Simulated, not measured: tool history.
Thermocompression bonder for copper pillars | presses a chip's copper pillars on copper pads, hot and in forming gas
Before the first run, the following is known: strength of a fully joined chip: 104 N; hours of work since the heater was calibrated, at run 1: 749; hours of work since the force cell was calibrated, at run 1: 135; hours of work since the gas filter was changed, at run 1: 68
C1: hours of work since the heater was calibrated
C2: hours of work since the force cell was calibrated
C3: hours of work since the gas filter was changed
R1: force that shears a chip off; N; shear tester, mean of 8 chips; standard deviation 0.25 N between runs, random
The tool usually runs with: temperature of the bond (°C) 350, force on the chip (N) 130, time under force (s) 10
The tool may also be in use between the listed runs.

{"run": 1, "hour": 0.0, "temperature of the bond (°C)": 350, "force on the chip (N)": 130, "time under force (s)": 10, "C1": 749, "C2": 135, "C3": 68, "R1": 64.9}
{"run": 2, "hour": 8.8, "temperature of the bond (°C)": 350, "force on the chip (N)": 130, "time under force (s)": 10, "C1": 753, "C2": 139, "C3": 72, "R1": 64.8}
{"run": 3, "hour": 16.0, "temperature of the bond (°C)": 350, "force on the chip (N)": 130, "time under force (s)": 10, "C1": 756, "C2": 142, "C3": 75, "R1": 64.6}
{"run": 4, "hour": 26.2, "temperature of the bond (°C)": 350, "force on the chip (N)": 130, "time under force (s)": 10, "C1": 760, "C2": 147, "C3": 80, "R1": 65.3}
{"run": 5, "hour": 31.1, "temperature of the bond (°C)": 350, "force on the chip (N)": 87, "time under force (s)": 10, "C1": 762, "C2": 149, "C3": 82, "R1": 44.7}
{"run": 6, "hour": 42.7, "temperature of the bond (°C)": 350, "force on the chip (N)": 87, "time under force (s)": 10, "C1": 767, "C2": 154, "C3": 87, "R1": 44.5}
{"run": 7, "hour": 48.2, "temperature of the bond (°C)": 350, "force on the chip (N)": 130, "time under force (s)": 10, "C1": 770, "C2": 156, "C3": 89, "R1": 64.5}
{"run": 8, "hour": 56.5, "temperature of the bond (°C)": 332, "force on the chip (N)": 130, "time under force (s)": 10, "C1": 773, "C2": 160, "C3": 93, "R1": 54.2}
{"run": 9, "hour": 66.3, "temperature of the bond (°C)": 332, "force on the chip (N)": 130, "time under force (s)": 10, "C1": 778, "C2": 164, "C3": 97, "R1": 54.1}
{"run": 10, "hour": 74.5, "temperature of the bond (°C)": 350, "force on the chip (N)": 170, "time under force (s)": 10, "C1": 781, "C2": 168, "C3": 101, "R1": 78.2}
{"run": 11, "hour": 85.0, "temperature of the bond (°C)": 350, "force on the chip (N)": 170, "time under force (s)": 10, "C1": 786, "C2": 172, "C3": 105, "R1": 78.5}
{"run": 12, "hour": 96.2, "temperature of the bond (°C)": 350, "force on the chip (N)": 170, "time under force (s)": 10, "C1": 791, "C2": 177, "C3": 110, "R1": 78.1}
{"hour": 98.3, "done": "force cell calibrated"}
{"run": 13, "hour": 105.7, "temperature of the bond (°C)": 350, "force on the chip (N)": 170, "time under force (s)": 10, "C1": 794, "C2": 3, "C3": 113, "R1": 78.8}
{"run": 14, "hour": 112.4, "temperature of the bond (°C)": 350, "force on the chip (N)": 170, "time under force (s)": 10, "C1": 797, "C2": 6, "C3": 116, "R1": 78.6}
{"run": 15, "hour": 119.8, "temperature of the bond (°C)": 350, "force on the chip (N)": 170, "time under force (s)": 10, "C1": 800, "C2": 9, "C3": 119, "R1": 78.8}
{"run": 16, "hour": 130.5, "temperature of the bond (°C)": 346, "force on the chip (N)": 125, "time under force (s)": 6, "C1": 805, "C2": 14, "C3": 124, "R1": 51.0}
{"run": 17, "hour": 135.4, "temperature of the bond (°C)": 346, "force on the chip (N)": 125, "time under force (s)": 6, "C1": 807, "C2": 16, "C3": 126, "R1": 51.0}
{"run": 18, "hour": 146.5, "temperature of the bond (°C)": 346, "force on the chip (N)": 83, "time under force (s)": 6, "C1": 812, "C2": 21, "C3": 131, "R1": 33.3}
{"run": 19, "hour": 155.9, "temperature of the bond (°C)": 346, "force on the chip (N)": 107, "time under force (s)": 26, "C1": 816, "C2": 25, "C3": 135, "R1": 70.7}
{"hour": 163.5, "done": "force cell calibrated, once more"}
{"run": 20, "hour": 168.3, "temperature of the bond (°C)": 345, "force on the chip (N)": 79, "time under force (s)": 8, "C1": 820, "C2": 2, "C3": 140, "R1": 34.8}
{"run": 21, "hour": 174.1, "temperature of the bond (°C)": 345, "force on the chip (N)": 79, "time under force (s)": 8, "C1": 823, "C2": 5, "C3": 142, "R1": 34.4}
{"run": 22, "hour": 180.2, "temperature of the bond (°C)": 350, "force on the chip (N)": 100, "time under force (s)": 10, "C1": 825, "C2": 7, "C3": 145, "R1": 51.0}
{"run": 23, "hour": 187.8, "temperature of the bond (°C)": 350, "force on the chip (N)": 85, "time under force (s)": 10, "C1": 829, "C2": 11, "C3": 148, "R1": 43.6}
{"run": 24, "hour": 198.1, "temperature of the bond (°C)": 322, "force on the chip (N)": 149, "time under force (s)": 20, "C1": 833, "C2": 15, "C3": 153, "R1": 67.6}
{"run": 25, "hour": 209.7, "temperature of the bond (°C)": 322, "force on the chip (N)": 149, "time under force (s)": 20, "C1": 838, "C2": 20, "C3": 158, "R1": 67.9}
{"run": 26, "hour": 217.5, "temperature of the bond (°C)": 322, "force on the chip (N)": 149, "time under force (s)": 20, "C1": 841, "C2": 23, "C3": 161, "R1": 67.4}
{"run": 27, "hour": 229.2, "temperature of the bond (°C)": 322, "force on the chip (N)": 149, "time under force (s)": 20, "C1": 847, "C2": 28, "C3": 166, "R1": 67.2}
{"run": 28, "hour": 236.5, "temperature of the bond (°C)": 322, "force on the chip (N)": 149, "time under force (s)": 20, "C1": 850, "C2": 31, "C3": 169, "R1": 67.1}
{"run": 29, "hour": 244.5, "temperature of the bond (°C)": 338, "force on the chip (N)": 189, "time under force (s)": 12, "C1": 853, "C2": 35, "C3": 173, "R1": 80.0}
{"run": 30, "hour": 256.1, "temperature of the bond (°C)": 338, "force on the chip (N)": 106, "time under force (s)": 17, "C1": 858, "C2": 40, "C3": 178, "R1": 56.4}

For each run, the measured value with the value that run would have given without the tool's hidden condition subtracted. The run-to-run variation is shared by both, the gauge scatter possibly not:
The tool's hidden condition here consists of: true temperature of the bond over the reading, C; force that reaches the chip, % of what is set; oxide that the forming gas leaves, % of the face; drift of the gauge itself on shear_n, %.
run=1 R1=-2.7
run=2 R1=-2.8
run=3 R1=-2.7
run=4 R1=-2.8
run=5 R1=-2.4
run=6 R1=-2.4
run=7 R1=-2.8
run=8 R1=-2.9
run=9 R1=-2.9
run=10 R1=-2.8
run=11 R1=-2.8
run=12 R1=-2.8
run=13 R1=-2.5
run=14 R1=-2.6
run=15 R1=-2.6
run=16 R1=-2.5
run=17 R1=-2.5
run=18 R1=-1.9
run=19 R1=-2.8
run=20 R1=-2.4
run=21 R1=-2.4
run=22 R1=-3.1
run=23 R1=-2.7
run=24 R1=-3.6
run=25 R1=-3.7
run=26 R1=-3.6
run=27 R1=-3.7
run=28 R1=-3.7
run=29 R1=-3.5
run=30 R1=-3.4

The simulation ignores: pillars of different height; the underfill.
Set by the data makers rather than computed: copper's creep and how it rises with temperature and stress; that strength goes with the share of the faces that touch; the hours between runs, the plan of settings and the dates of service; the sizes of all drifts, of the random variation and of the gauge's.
